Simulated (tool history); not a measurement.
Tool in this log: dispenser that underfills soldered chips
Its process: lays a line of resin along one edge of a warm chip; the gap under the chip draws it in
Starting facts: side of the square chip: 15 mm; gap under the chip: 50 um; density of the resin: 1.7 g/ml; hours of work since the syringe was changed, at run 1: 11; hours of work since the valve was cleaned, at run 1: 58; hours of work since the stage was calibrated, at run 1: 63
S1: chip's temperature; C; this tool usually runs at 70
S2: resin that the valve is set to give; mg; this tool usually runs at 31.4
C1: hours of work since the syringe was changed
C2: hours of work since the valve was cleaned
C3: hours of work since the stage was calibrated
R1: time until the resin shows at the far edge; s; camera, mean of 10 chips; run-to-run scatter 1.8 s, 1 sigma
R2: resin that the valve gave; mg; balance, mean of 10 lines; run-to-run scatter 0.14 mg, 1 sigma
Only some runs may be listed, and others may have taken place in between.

run	hour	S1	S2	C1	C2	C3	R1	R2
1	0.0	70	31.4	11	58	63	294.3	30.31
# hour 1.8: new syringe of resin
2	10.2	70	31.0	6	66	70	233.0	29.63
3	15.1	70	31.0	10	69	74	275.2	29.69
# hour 18.2: new syringe of resin
4	24.3	70	31.0	5	76	81	217.1	29.60
5	31.0	70	31.0	10	81	86	273.6	29.36
# hour 34.9: new syringe of resin
6	41.8	70	31.0	5	89	94	226.7	29.43
7	48.5	78	31.0	10	94	99	221.0	29.11
# hour 51.5: new syringe of resin
8	54.9	78	31.0	3	98	103	155.4	29.40
9	62.3	78	31.0	8	104	109	199.5	29.06
# hour 68.6: new syringe of resin
10	70.5	78	36.9	1	110	114	146.2	34.58
11	75.7	78	36.9	5	114	118	171.2	34.42
12	83.5	70	31.4	11	120	124	301.3	29.25
# hour 85.3: new syringe of resin
13	93.6	70	31.4	6	127	131	235.0	29.00
14	98.1	70	31.4	10	130	135	278.8	29.00
# hour 102.1: new syringe of resin
15	106.2	70	31.4	3	136	141	208.8	28.95
# hour 108.4: dispensing valve cleaned and set on the balance
16	112.5	57	31.4	7	3	145	373.0	31.45
# hour 120.1: new syringe of resin
17	121.0	57	38.2	1	9	151	279.4	38.28
18	127.6	65	40.1	6	14	156	260.8	39.88
19	134.0	65	40.1	10	19	160	326.3	39.82
# hour 136.6: new syringe of resin
20	139.4	70	27.9	2	23	164	200.4	27.35
21	148.9	70	27.9	9	30	171	276.4	27.42
# hour 153.4: new syringe of resin
22	159.0	55	35.1	4	37	179	355.2	34.51
23	164.3	55	35.1	8	41	183	419.5	33.99
# hour 170.1: new syringe of resin
24	173.4	70	35.1	2	48	189	201.3	34.13
25	183.3	70	35.1	10	55	197	284.0	33.95
# hour 187.0: new syringe of resin
26	190.2	64	35.1	2	60	202	243.7	33.78
27	199.5	64	36.7	9	67	208	333.6	35.32
# hour 203.5: new syringe of resin
28	206.9	64	36.7	3	72	214	248.9	35.11
29	211.3	64	36.7	6	75	217	290.0	35.08
# hour 220.2: new syringe of resin
30	220.2	64	32.8	0	82	223	228.4	31.25
31	226.1	64	31.4	4	86	228	272.5	29.88
32	234.7	64	31.4	11	93	234	361.3	29.68
# hour 236.6: new syringe of resin
33	242.1	78	30.5	4	98	240	173.0	28.69
34	249.9	74	33.8	10	104	245	250.4	31.53

A few steps of R1 between consecutive runs. Split each: what settings, incoming material and random variation would produce without the hidden state, and what is left over for the hidden state, along with gauge scatter present in only one of the two compared results (measured, and without hidden state):
Hidden conditions of the tool in this case: resin's viscosity, % of fresh resin's; dose that the valve gives, % of what is set; true chip temperature over the reading, C; drift of the gauge itself on fill_s, %; drift of the gauge itself on given_mg, %.
Run 15 -> 16: S1 70 -> 57, dispensing valve cleaned and set on the balance. R1 +164.2 s: hidden state +71.1, all else +93.1.
Run 19 -> 20: S1 65 -> 70, S2 40.1 -> 27.9, new syringe of resin. R1 -125.9 s: hidden state -98.8, all else -27.1.
Run 23 -> 24: S1 55 -> 70, new syringe of resin. R1 -218.2 s: hidden state -100.8, all else -117.4.
Run 32 -> 33: S1 64 -> 78, S2 31.4 -> 30.5, new syringe of resin. R1 -188.3 s: hidden state -109.4, all else -78.9.
